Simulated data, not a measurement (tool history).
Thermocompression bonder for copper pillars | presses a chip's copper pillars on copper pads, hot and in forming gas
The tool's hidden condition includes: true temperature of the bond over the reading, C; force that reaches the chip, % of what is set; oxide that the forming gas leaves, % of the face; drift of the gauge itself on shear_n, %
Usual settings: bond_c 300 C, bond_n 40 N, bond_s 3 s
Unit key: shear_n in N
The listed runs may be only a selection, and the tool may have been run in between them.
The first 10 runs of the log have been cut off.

run,hour,bond_c,bond_n,bond_s,hours of work since the heater was calibrated,hours of work since the force cell was calibrated,hours of work since the gas filter was changed,shear_n
11,631.2,295,40,3,848,345,279,68.9
# hour 702.3: forming gas filter changed
12,719.4,295,40,3,917,413,13,69.9
13,790.2,295,40,3,972,468,69,70.2
14,867.6,287,40,3,1033,529,129,66
15,950.4,287,40,3,1097,594,194,64
16,1012.4,287,40,3,1146,642,242,64.2
17,1077.5,287,40,3,1197,693,293,65.1
# hour 1130.6: forming gas filter changed
18,1136.3,287,40,3,1242,738,4,64.5
19,1202.9,300,25,2,1294,790,56,51.8
20,1252.4,300,25,2,1333,829,95,52.1
21,1337.5,300,25,2,1399,896,162,52.9
# hour 1355.1: force cell calibrated
22,1414.6,293,54,6,1458,46,221,87.9
23,1472.5,274,32,7,1504,92,266,64.5
24,1522.4,274,32,7,1543,131,305,64.4
# hour 1558.7: forming gas filter changed
# hour 1588.3: heater calibrated with a thermocouple chip
25,1598,300,44,3,8,188,29,75.2
26,1653.4,306,30,4,51,231,72,72.6
27,1691.8,306,30,4,81,261,102,72.6
28,1752,306,30,4,128,308,150,73.5
29,1836.6,306,30,4,194,374,216,72.2

Expected results for the next run?
30,1898.1,306,30,4,242,422,264,?

{"run 30": {"shear_n": 73}}
On a tool with no hidden condition, and with the same random variation, this run would have come out at shear_n 73.1 N.
